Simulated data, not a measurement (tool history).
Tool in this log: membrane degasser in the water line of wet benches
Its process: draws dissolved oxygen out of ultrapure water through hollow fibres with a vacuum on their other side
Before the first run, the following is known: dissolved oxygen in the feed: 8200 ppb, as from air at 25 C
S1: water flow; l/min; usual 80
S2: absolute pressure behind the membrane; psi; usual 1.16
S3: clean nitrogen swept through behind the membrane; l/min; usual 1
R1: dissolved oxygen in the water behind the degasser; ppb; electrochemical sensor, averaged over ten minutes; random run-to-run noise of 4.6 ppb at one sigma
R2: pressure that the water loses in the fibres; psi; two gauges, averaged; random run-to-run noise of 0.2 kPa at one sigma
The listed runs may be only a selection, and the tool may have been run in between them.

{"run": 1, "hour": 0.0, "S1": 80, "S2": 1.16, "S3": 1, "R1": 682.6, "R2": 6.564}
{"run": 2, "hour": 80.5, "S1": 51, "S2": 1.16, "S3": 1, "R1": 472.6, "R2": 4.213}
{"run": 3, "hour": 190.1, "S1": 51, "S2": 1.16, "S3": 1, "R1": 475.3, "R2": 4.187}
{"run": 4, "hour": 239.0, "S1": 80, "S2": 1.16, "S3": 0.65, "R1": 855.6, "R2": 6.548}
{"run": 5, "hour": 303.4, "S1": 80, "S2": 1.437, "S3": 0.65, "R1": 1138.5, "R2": 6.602}
{"run": 6, "hour": 363.3, "S1": 80, "S2": 1.437, "S3": 0.65, "R1": 1140.4, "R2": 6.593}
{"run": 7, "hour": 444.0, "S1": 80, "S2": 1.16, "S3": 1, "R1": 680.4, "R2": 6.605}
{"run": 8, "hour": 531.2, "S1": 80, "S2": 1.16, "S3": 1, "R1": 687.2, "R2": 6.598}
{"run": 9, "hour": 636.4, "S1": 61, "S2": 1.16, "S3": 1, "R1": 540.4, "R2": 5.043}
{"run": 10, "hour": 702.2, "S1": 71, "S2": 1.16, "S3": 1, "R1": 619.6, "R2": 5.838}
{"run": 11, "hour": 803.3, "S1": 80, "S2": 1.16, "S3": 1.22, "R1": 608.6, "R2": 6.557}
{"run": 12, "hour": 868.6, "S1": 80, "S2": 1.208, "S3": 1, "R1": 719.4, "R2": 6.617}
{"run": 13, "hour": 957.2, "S1": 80, "S2": 1.208, "S3": 1, "R1": 718.3, "R2": 6.662}
{"run": 14, "hour": 1005.8, "S1": 80, "S2": 1.16, "S3": 1, "R1": 675.8, "R2": 6.634}
{"run": 15, "hour": 1097.9, "S1": 80, "S2": 1.16, "S3": 1, "R1": 680.2, "R2": 6.635}
{"run": 16, "hour": 1181.1, "S1": 80, "S2": 1.16, "S3": 1, "R1": 676.8, "R2": 6.582}
{"run": 17, "hour": 1236.7, "S1": 80, "S2": 1.16, "S3": 1, "R1": 683.8, "R2": 6.621}
{"run": 18, "hour": 1346.4, "S1": 82, "S2": 1.16, "S3": 1, "R1": 696.8, "R2": 6.823}
{"run": 19, "hour": 1428.9, "S1": 58, "S2": 1.16, "S3": 0.47, "R1": 810.8, "R2": 4.825}
{"run": 20, "hour": 1488.3, "S1": 58, "S2": 1.16, "S3": 0.47, "R1": 821.5, "R2": 4.854}
{"run": 21, "hour": 1591.7, "S1": 117, "S2": 0.712, "S3": 1, "R1": 438.8, "R2": 9.69}
{"run": 22, "hour": 1654.0, "S1": 59, "S2": 1.709, "S3": 1, "R1": 888.2, "R2": 4.898}
{"hour": 1706.3, "done": "vacuum gauge calibrated"}
{"run": 23, "hour": 1735.1, "S1": 60, "S2": 2.073, "S3": 1, "R1": 1130.8, "R2": 4.994}
{"run": 24, "hour": 1809.2, "S1": 80, "S2": 1.16, "S3": 1.15, "R1": 629.9, "R2": 6.678}
{"run": 25, "hour": 1911.7, "S1": 95, "S2": 1.208, "S3": 0.42, "R1": 1235, "R2": 7.95}
{"run": 26, "hour": 1975.6, "S1": 95, "S2": 1.208, "S3": 0.42, "R1": 1208, "R2": 7.921}
{"run": 27, "hour": 2023.1, "S1": 123, "S2": 1.336, "S3": 0.66, "R1": 1337.6, "R2": 10.261}
{"run": 28, "hour": 2074.0, "S1": 99, "S2": 1.16, "S3": 1, "R1": 809.4, "R2": 8.282}
{"run": 29, "hour": 2173.5, "S1": 105, "S2": 0.748, "S3": 0.52, "R1": 557.8, "R2": 8.805}
{"run": 30, "hour": 2230.7, "S1": 90, "S2": 1.284, "S3": 2.46, "R1": 505.5, "R2": 7.53}
{"run": 31, "hour": 2287.3, "S1": 90, "S2": 1.822, "S3": 1.4, "R1": 1065.1, "R2": 7.49}
{"run": 32, "hour": 2374.2, "S1": 75, "S2": 1.822, "S3": 0.52, "R1": 1625.6, "R2": 6.282}
{"run": 33, "hour": 2439.7, "S1": 75, "S2": 1.253, "S3": 1.32, "R1": 603.2, "R2": 6.276}

The logged runs with the hidden state left out (each run's random variation unchanged):
What the log doesn't record here: membrane still open, %; true pressure behind the membrane over the reading, kPa; air that leaks in behind the membrane, l/min; drift of the gauge itself on oxygen_ppb, %; drift of the gauge itself on loss_of_pressure_kpa, %.
run=1 R2=6.563
run=2 R2=4.209
run=3 R2=4.179
run=4 R2=6.531
run=5 R2=6.579
run=6 R2=6.569
run=7 R2=6.573
run=8 R2=6.56
run=9 R2=5.01
run=10 R2=5.794
run=11 R2=6.501
run=12 R2=6.556
run=13 R2=6.595
run=14 R2=6.564
run=15 R2=6.56
run=16 R2=6.501
run=17 R2=6.535
run=18 R2=6.728
run=19 R2=4.756
run=20 R2=4.78
run=21 R2=9.53
run=22 R2=4.815
run=23 R2=4.905
run=24 R2=6.554
run=25 R2=7.794
run=26 R2=7.761
run=27 R2=10.051
run=28 R2=8.106
run=29 R2=8.611
run=30 R2=7.359
run=31 R2=7.316
run=32 R2=6.131
run=33 R2=6.122
R1: differs from the measured result by no more than 0.3 ppb in any run.
